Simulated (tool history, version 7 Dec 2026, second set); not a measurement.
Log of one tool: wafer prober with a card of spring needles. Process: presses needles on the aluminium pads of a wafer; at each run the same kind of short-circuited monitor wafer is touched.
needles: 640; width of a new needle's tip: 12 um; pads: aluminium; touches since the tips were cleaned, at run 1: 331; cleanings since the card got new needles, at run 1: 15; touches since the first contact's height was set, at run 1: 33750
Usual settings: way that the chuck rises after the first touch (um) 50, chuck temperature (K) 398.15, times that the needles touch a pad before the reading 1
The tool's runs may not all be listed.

run	hour	way that the chuck rises after the first touch (um)	chuck temperature (K)	times that the needles touch a pad before the reading	touches since the tips were cleaned	cleanings since the card got new needles	touches since the first contact's height was set	resistance of one needle with its contact and lead (mohm)	way that a needle slides on the pad (um)
1	0	50	398.15	1	331	15	33750	147	8.55
# hour 8.4: tips cleaned on abrasive film
# hour 16.8: tips cleaned on abrasive film
# hour 25.2: tips cleaned on abrasive film
# hour 33.6: tips cleaned on abrasive film
2	37.3	50	398.15	2	930	19	43004	141	8.45
# hour 43.6: tips cleaned on abrasive film
# hour 52: tips cleaned on abrasive film
# hour 60.4: tips cleaned on abrasive film
# hour 68.8: tips cleaned on abrasive film
# hour 77.2: tips cleaned on abrasive film
# hour 85.6: tips cleaned on abrasive film
# hour 94: tips cleaned on abrasive film
3	98.9	50	398.15	2	1221	26	58271	147	8.7
# hour 103.1: tips cleaned on abrasive film
# hour 113.6: tips cleaned on abrasive film
# hour 122: tips cleaned on abrasive film
# hour 130.4: tips cleaned on abrasive film
# hour 138.8: tips cleaned on abrasive film
# hour 147.2: tips cleaned on abrasive film
4	153.2	45	398.15	1	1513	32	71751	165	7.67
# hour 157.5: tips cleaned on abrasive film
# hour 165.9: tips cleaned on abrasive film
# hour 174.3: tips cleaned on abrasive film
# hour 182.7: tips cleaned on abrasive film
# hour 193.2: tips cleaned on abrasive film
# hour 201.6: tips cleaned on abrasive film
# hour 210: tips cleaned on abrasive film
# hour 220.4: tips cleaned on abrasive film
5	221.6	45	398.15	1	284	40	88683	149	7.53
# hour 230: tips cleaned on abrasive film
# hour 238.4: tips cleaned on abrasive film
# hour 248.8: tips cleaned on abrasive film
# hour 257.2: tips cleaned on abrasive film
6	257.9	50	398.15	1	155	44	97682	140	8.28
# hour 266.3: tips cleaned on abrasive film
# hour 274.7: tips cleaned on abrasive film
# hour 285.1: tips cleaned on abrasive film, once more
# hour 293.5: tips cleaned on abrasive film
# hour 304: tips cleaned on abrasive film
# hour 312.4: tips cleaned on abrasive film
7	316.9	56	332.15	1	1133	50	112343	141	9.25
# hour 321.2: tips cleaned on abrasive film
# hour 329.6: tips cleaned on abrasive film
# hour 338: tips cleaned on abrasive film
# hour 346.4: tips cleaned on abrasive film
# hour 356.9: tips cleaned on abrasive film
8	362.3	66	398.15	2	1366	55	123598	144	11.11
# hour 366.6: tips cleaned on abrasive film
# hour 375: tips cleaned on abrasive film
# hour 385.4: tips cleaned on abrasive film
# hour 395.9: tips cleaned on abrasive film
# hour 404.3: tips cleaned on abrasive film
# hour 412.7: tips cleaned on abrasive film
# hour 423.2: tips cleaned on abrasive film
9	424.3	63	340.15	2	274	62	138960	130	10.47
# hour 432.7: tips cleaned on abrasive film
# hour 443.1: tips cleaned on abrasive film
# hour 451.5: tips cleaned on abrasive film
10	454	63	340.15	2	606	65	146330	131	10.19

Run 11 comes next. What will it give?
# hour 460.3: tips cleaned on abrasive film
# hour 468.7: tips cleaned on abrasive film
# hour 477.1: tips cleaned on abrasive film
# hour 485.5: tips cleaned on abrasive film
# hour 493.9: tips cleaned on abrasive film
11	497.6	63	340.15	2	942	70	157153	?	?

resistance of one needle with its contact and lead (mohm): 133
way that a needle slides on the pad (um): 10.23
Without the tool's hidden state the same run would have given resistance of one needle with its contact and lead (mohm) 124, way that a needle slides on the pad (um) 10.98.

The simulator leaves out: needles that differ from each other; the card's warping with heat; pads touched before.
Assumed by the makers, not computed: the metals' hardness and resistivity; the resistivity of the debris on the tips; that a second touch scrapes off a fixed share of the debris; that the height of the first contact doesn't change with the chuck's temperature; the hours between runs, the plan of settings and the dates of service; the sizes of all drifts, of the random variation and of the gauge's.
